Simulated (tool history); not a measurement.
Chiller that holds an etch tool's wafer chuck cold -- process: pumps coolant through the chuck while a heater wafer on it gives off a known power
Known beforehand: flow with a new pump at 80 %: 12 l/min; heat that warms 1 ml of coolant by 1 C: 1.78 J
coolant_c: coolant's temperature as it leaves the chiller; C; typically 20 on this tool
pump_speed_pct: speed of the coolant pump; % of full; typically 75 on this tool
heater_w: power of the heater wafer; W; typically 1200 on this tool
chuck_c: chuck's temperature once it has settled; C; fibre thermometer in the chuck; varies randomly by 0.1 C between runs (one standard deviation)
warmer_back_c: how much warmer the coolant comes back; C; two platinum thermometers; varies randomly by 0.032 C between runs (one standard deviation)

run    hour  coolant_c  pump_speed_pct  heater_w  chuck_c  warmer_back_c
  1       0         20              75      1200     29.7           3.95
  2   184.1         20              75      1200     29.9            3.9
  3   320.3         20              75      1200     29.8           3.87
  4   423.2         20              75      1200     29.9           3.97
  5   571.2         20              75      1200     30.1           3.97
  6   750.2         20              75      1200     29.9           3.98
  7   875.2         20              75      1200     29.9           4.06
  8   971.7         20              75       912     27.6            3.1
  9  1119.6         20              75       912     27.6           3.12
 10  1283.9         20              75      1200       30           3.97
 11    1420         20              75      1200     30.2           4.08
 12  1538.2         20              75      1200     30.3           4.11
 13  1714.3         20              75      1200     30.3           4.15
 14  1806.2         20              75      1200     30.4           4.12
 15  1956.7         20              74      1200     30.6           4.16
 16  2111.5         20              74      1200     30.4           4.19
 17  2306.5         28              86       656     32.8           1.94
 18  2510.7         14              80      1200     23.9           3.99
 19  2701.7         14              79      1163     23.8           3.83
 20  2853.6         14              79      1163       24           3.85
     2950.5  -- coolant pump overhauled
 21  2981.3         20              96      1758     31.7            4.1
 22  3188.1         11              82      1777     24.5           4.89
 23  3395.4         14              78      1200     23.4           3.45
 24  3577.9         28              75      1132       37           3.45
 25  3715.4         28              75      1132     37.3           3.45
 26  3874.2         25              64      1132     35.4           4.07
 27  3995.6         11              96       708     15.4           1.74
 28  4162.7         11              96       708     15.4           1.76
 29  4357.9         20              77      1544     32.8           4.67
     4374.1  -- chiller's thermometer calibrated
 30  4539.4         11              93      1544     22.9           3.79
 31  4732.9         11              93      1544     22.9           3.87

Below, some changes in chuck_c between adjacent runs. For each, the amount present without the hidden state too (settings, incoming material, random variation) and the amount remaining for the hidden state with gauge scatter not shared by both compared results:
Hidden conditions of the tool in this case: heat passed by the chuck's channels, % of clean ones'; flow at a given pump speed, % of a new pump's; coolant's true temperature over the reading, C; drift of the gauge itself on chuck_c, C; drift of the gauge itself on warmer_back_c, C.
Run 16 -> 17: coolant_c 20 -> 28, pump_speed_pct 74 -> 86, heater_w 1200 -> 656. chuck_c +2.4 C: hidden state -0.8, all else +3.2.
Run 17 -> 18: coolant_c 28 -> 14, pump_speed_pct 86 -> 80, heater_w 656 -> 1200. chuck_c -8.9 C: hidden state +0.9, all else -9.8.
Run 23 -> 24: coolant_c 14 -> 28, pump_speed_pct 78 -> 75, heater_w 1200 -> 1132. chuck_c +13.6 C: hidden state +0, all else +13.6.
Run 26 -> 27: coolant_c 25 -> 11, pump_speed_pct 64 -> 96, heater_w 1132 -> 708. chuck_c -20 C: hidden state -0.8, all else -19.2.
Run 28 -> 29: coolant_c 11 -> 20, pump_speed_pct 96 -> 77, heater_w 708 -> 1544. chuck_c +17.4 C: hidden state +1.2, all else +16.2.

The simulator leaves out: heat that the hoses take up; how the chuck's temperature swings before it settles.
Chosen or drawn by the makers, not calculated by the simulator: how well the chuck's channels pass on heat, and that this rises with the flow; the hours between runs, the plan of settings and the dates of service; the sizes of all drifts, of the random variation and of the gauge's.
